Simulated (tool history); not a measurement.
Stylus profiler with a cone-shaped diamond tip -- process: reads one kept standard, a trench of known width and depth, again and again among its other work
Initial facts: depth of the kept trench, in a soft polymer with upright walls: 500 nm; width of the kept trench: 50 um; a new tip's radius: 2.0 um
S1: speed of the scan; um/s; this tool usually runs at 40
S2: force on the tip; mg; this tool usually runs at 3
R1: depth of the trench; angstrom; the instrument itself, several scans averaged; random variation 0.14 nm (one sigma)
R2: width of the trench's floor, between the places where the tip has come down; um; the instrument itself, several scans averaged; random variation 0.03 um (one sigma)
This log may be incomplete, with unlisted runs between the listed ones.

{"run": 1, "hour": 0.0, "S1": 40, "S2": 3, "R1": 5085.5, "R2": 47.18}
{"run": 2, "hour": 42.2, "S1": 40, "S2": 3, "R1": 5088.5, "R2": 47.17}
{"run": 3, "hour": 65.6, "S1": 40, "S2": 3, "R1": 5085.4, "R2": 47.18}
{"run": 4, "hour": 103.5, "S1": 40, "S2": 3, "R1": 5086.6, "R2": 47.17}
{"run": 5, "hour": 126.0, "S1": 40, "S2": 3, "R1": 5089.4, "R2": 47.18}
{"run": 6, "hour": 162.8, "S1": 40, "S2": 3, "R1": 5088.6, "R2": 47.14}
{"run": 7, "hour": 192.3, "S1": 40, "S2": 3, "R1": 5088.7, "R2": 47.1}
{"run": 8, "hour": 221.8, "S1": 40, "S2": 3, "R1": 5087.4, "R2": 47.18}
{"run": 9, "hour": 265.1, "S1": 24, "S2": 3, "R1": 5087.3, "R2": 47.18}
{"run": 10, "hour": 291.8, "S1": 24, "S2": 3, "R1": 5090.2, "R2": 47.18}
{"run": 11, "hour": 320.5, "S1": 24, "S2": 3, "R1": 5089.2, "R2": 47.16}
{"run": 12, "hour": 360.0, "S1": 24, "S2": 3, "R1": 5091.3, "R2": 47.17}
{"run": 13, "hour": 400.2, "S1": 40, "S2": 1.02, "R1": 5050.7, "R2": 47.04}
{"run": 14, "hour": 420.1, "S1": 52, "S2": 5.26, "R1": 5127.9, "R2": 47.14}
{"run": 15, "hour": 455.5, "S1": 99, "S2": 7.28, "R1": 5155.8, "R2": 47.05}
{"run": 16, "hour": 487.7, "S1": 13, "S2": 6.62, "R1": 5146.4, "R2": 47.2}
{"run": 17, "hour": 516.2, "S1": 13, "S2": 6.62, "R1": 5146.7, "R2": 47.23}
{"run": 18, "hour": 539.1, "S1": 112, "S2": 7.71, "R1": 5163.3, "R2": 47.02}
{"run": 19, "hour": 563.9, "S1": 129, "S2": 2.27, "R1": 5078.3, "R2": 46.8}
{"run": 20, "hour": 604.7, "S1": 47, "S2": 6.4, "R1": 5143.4, "R2": 47.13}
{"run": 21, "hour": 625.6, "S1": 47, "S2": 6.4, "R1": 5144.4, "R2": 47.13}
{"run": 22, "hour": 650.0, "S1": 13, "S2": 3.54, "R1": 5101.1, "R2": 47.2}
{"run": 23, "hour": 687.6, "S1": 13, "S2": 4.93, "R1": 5123.5, "R2": 47.19}
{"run": 24, "hour": 711.6, "S1": 13, "S2": 4.93, "R1": 5124.3, "R2": 47.22}

Here are 3 independent what-if runs from the current tool condition. What would each one return?
{"run": "A", "hour": 756.5, "S1": 131, "S2": 1.52, "R1": "?", "R2": "?"}
{"run": "B", "hour": 756.5, "S1": 16, "S2": 1.55, "R1": "?", "R2": "?"}
{"run": "C", "hour": 756.5, "S1": 13, "S2": 4.42, "R1": "?", "R2": "?"}

run=A R1=5061 R2=46.66
run=B R1=5063.3 R2=47.17
run=C R1=5115.9 R2=47.18
Without the tool's hidden state the same runs would have given:
run=A R1=5049.9 R2=46.78
run=B R1=5052.1 R2=47.3
run=C R1=5104.6 R2=47.31
